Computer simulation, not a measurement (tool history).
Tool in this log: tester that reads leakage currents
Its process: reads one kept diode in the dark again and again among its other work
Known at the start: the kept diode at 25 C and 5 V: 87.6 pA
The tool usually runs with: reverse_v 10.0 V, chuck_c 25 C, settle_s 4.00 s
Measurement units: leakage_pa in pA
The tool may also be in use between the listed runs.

{"run": 1, "hour": 0.0, "reverse_v": 10.0, "chuck_c": 25, "settle_s": 4.0, "leakage_pa": 143.78}
{"run": 2, "hour": 67.5, "reverse_v": 10.0, "chuck_c": 25, "settle_s": 4.0, "leakage_pa": 145.31}
{"run": 3, "hour": 182.0, "reverse_v": 10.0, "chuck_c": 23, "settle_s": 4.0, "leakage_pa": 130.18}
{"run": 4, "hour": 269.3, "reverse_v": 10.0, "chuck_c": 23, "settle_s": 4.0, "leakage_pa": 132.16}
{"run": 5, "hour": 379.7, "reverse_v": 10.0, "chuck_c": 25, "settle_s": 4.0, "leakage_pa": 153.59}
{"run": 6, "hour": 478.5, "reverse_v": 10.0, "chuck_c": 25, "settle_s": 7.47, "leakage_pa": 156.09}
{"run": 7, "hour": 612.0, "reverse_v": 10.0, "chuck_c": 25, "settle_s": 0.38, "leakage_pa": 166.52}
{"hour": 644.6, "done": "probe card cleaned and baked"}
{"run": 8, "hour": 677.4, "reverse_v": 6.3, "chuck_c": 25, "settle_s": 4.0, "leakage_pa": 112.6}
{"run": 9, "hour": 782.0, "reverse_v": 6.3, "chuck_c": 25, "settle_s": 4.0, "leakage_pa": 114.43}
{"hour": 842.1, "done": "chuck's temperature calibrated"}
{"run": 10, "hour": 907.9, "reverse_v": 6.3, "chuck_c": 29, "settle_s": 4.0, "leakage_pa": 175.63}
{"run": 11, "hour": 963.2, "reverse_v": 10.0, "chuck_c": 25, "settle_s": 4.85, "leakage_pa": 162.89}
{"run": 12, "hour": 1058.1, "reverse_v": 10.0, "chuck_c": 25, "settle_s": 4.85, "leakage_pa": 165.51}
{"hour": 1105.4, "done": "chuck's temperature calibrated, once more"}
{"run": 13, "hour": 1145.7, "reverse_v": 10.0, "chuck_c": 36, "settle_s": 4.85, "leakage_pa": 264.64}
{"run": 14, "hour": 1260.6, "reverse_v": 10.0, "chuck_c": 36, "settle_s": 4.85, "leakage_pa": 270.29}
{"run": 15, "hour": 1385.7, "reverse_v": 10.0, "chuck_c": 36, "settle_s": 4.85, "leakage_pa": 275.85}

Run 16, settings as shown, results not yet in. Your forecast:
{"run": 16, "hour": 1522.4, "reverse_v": 10.0, "chuck_c": 36, "settle_s": 4.85, "leakage_pa": "?"}

{"run 16": {"leakage_pa": 280.55}}
With no hidden state in the tool, this same run would have given leakage_pa 260.96 pA.

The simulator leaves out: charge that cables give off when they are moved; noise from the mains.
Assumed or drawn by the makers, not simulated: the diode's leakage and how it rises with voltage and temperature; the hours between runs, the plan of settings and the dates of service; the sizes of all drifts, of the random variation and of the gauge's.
